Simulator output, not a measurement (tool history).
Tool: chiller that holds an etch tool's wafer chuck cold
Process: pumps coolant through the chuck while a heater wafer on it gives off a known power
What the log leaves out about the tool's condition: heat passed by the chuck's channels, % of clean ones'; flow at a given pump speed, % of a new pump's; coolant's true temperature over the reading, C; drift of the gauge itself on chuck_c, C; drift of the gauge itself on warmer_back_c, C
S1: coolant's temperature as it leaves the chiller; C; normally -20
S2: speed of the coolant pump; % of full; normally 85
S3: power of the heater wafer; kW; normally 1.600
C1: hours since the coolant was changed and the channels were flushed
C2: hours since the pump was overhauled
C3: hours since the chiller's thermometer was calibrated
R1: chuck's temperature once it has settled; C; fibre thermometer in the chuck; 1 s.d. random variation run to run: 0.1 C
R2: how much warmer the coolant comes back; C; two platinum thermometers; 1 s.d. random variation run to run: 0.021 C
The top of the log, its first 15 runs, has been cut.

Run 16, day 71.538: usual settings but S3 1.953 kW; C1 1274; C2 6843; C3 1719. Result: R1 2.4 C, R2 4.68 C.
Run 17, day 74.588: usual settings but S1 -18 C, S2 62 % of full, S3 1.216 kW; C1 1347; C2 6916; C3 1792. Result: R1 0.0 C, R2 4.12 C.
Run 18, day 79.117: usual settings but S1 -18 C, S2 62 % of full, S3 1.216 kW; C1 1456; C2 7025; C3 1901. Result: R1 0.2 C, R2 4.15 C.
Run 19, day 82.396: usual settings but S1 -19 C, S3 1.415 kW; C1 1534; C2 7104; C3 1980. Result: R1 -2.8 C, R2 3.39 C.
Run 20, day 88.604: usual settings but S1 -27 C, S2 71 % of full, S3 1.364 kW; C1 1683; C2 7253; C3 2129. Result: R1 -8.7 C, R2 4.00 C.
Run 21, day 93.454: usual settings but S1 -26 C, S2 90 % of full, S3 1.364 kW; C1 1800; C2 7369; C3 2245. Result: R1 -11.1 C, R2 3.02 C.
Run 22, day 98.083: usual settings but S1 -26 C, S2 90 % of full, S3 1.364 kW; C1 1911; C2 7480; C3 2356. Result: R1 -11.2 C, R2 3.00 C.
Run 23, day 103.029: usual settings but S1 -28 C, S2 80 % of full, S3 1.132 kW; C1 2030; C2 7599; C3 2475. Result: R1 -14.3 C, R2 2.81 C.
Run 24, day 109.212: usual settings but S1 -28 C, S2 88 % of full, S3 1.132 kW; C1 2178; C2 7747; C3 2623. Result: R1 -15.4 C, R2 2.49 C.
Run 25, day 112.404: usual settings but S1 -13 C, S2 81 % of full, S3 2.313 kW; C1 2255; C2 7824; C3 2700. Result: R1 14.6 C, R2 5.88 C.
Run 26, day 116.758: usual settings but S1 -13 C, S2 81 % of full, S3 2.313 kW; C1 2359; C2 7928; C3 2805. Result: R1 14.6 C, R2 5.81 C.
Run 27, day 122.233: usual settings but S1 -18 C, S2 76 % of full, S3 1.285 kW; C1 2491; C2 8060; C3 2936. Result: R1 -1.8 C, R2 3.40 C.
Run 28, day 128.708: usual settings but S2 91 % of full, S3 2.220 kW; C1 2646; C2 8215; C3 3091. Result: R1 4.1 C, R2 4.89 C.
Run 29, day 131.971: usual settings but S2 91 % of full, S3 2.220 kW; C1 2724; C2 8294; C3 3170. Result: R1 4.0 C, R2 4.85 C.
Run 30, day 136.296: usual settings but S2 92 % of full, S3 1.056 kW; C1 2828; C2 8397; C3 3273. Result: R1 -8.5 C, R2 2.14 C.
Run 31, day 140.454: usual settings but S1 -27 C, S2 67 % of full, S3 0.900 kW; C1 2928; C2 8497; C3 3373. Result: R1 -14.3 C, R2 2.60 C.

5 ways to go on from here, each from the tool as it stands after run 31. What would each give?
Run A, day 144.671: usual settings but S1 -19 C, S2 67 % of full, S3 0.900 kW; C1 3029; C2 8598; C3 3474. Result: R1 ?, R2 ?.
Run B, day 144.671: usual settings but S1 -23 C, S2 67 % of full, S3 0.900 kW; C1 3029; C2 8598; C3 3474. Result: R1 ?, R2 ?.
Run C, day 144.671: usual settings but S1 -26 C, S2 76 % of full, S3 1.865 kW; C1 3029; C2 8598; C3 3474. Result: R1 ?, R2 ?.
Run D, day 144.671: usual settings but S1 -30 C, S2 60 % of full, S3 0.861 kW; C1 3029; C2 8598; C3 3474. Result: R1 ?, R2 ?.
Run E, day 144.671: usual settings but S1 -21 C, S2 81 % of full, S3 0.900 kW; C1 3029; C2 8598; C3 3474. Result: R1 ?, R2 ?.

run     R1    R2
  A   -6.6  2.64
  B  -10.4  2.67
  C   -2.7  4.96
  D  -16.7  2.90
  E  -10.3  2.09
Had the tool no hidden state, the same runs would have come out as:
run     R1    R2
  A   -6.6  2.90
  B  -10.4  2.93
  C   -2.7  5.22
  D  -16.7  3.16
  E  -10.3  2.35
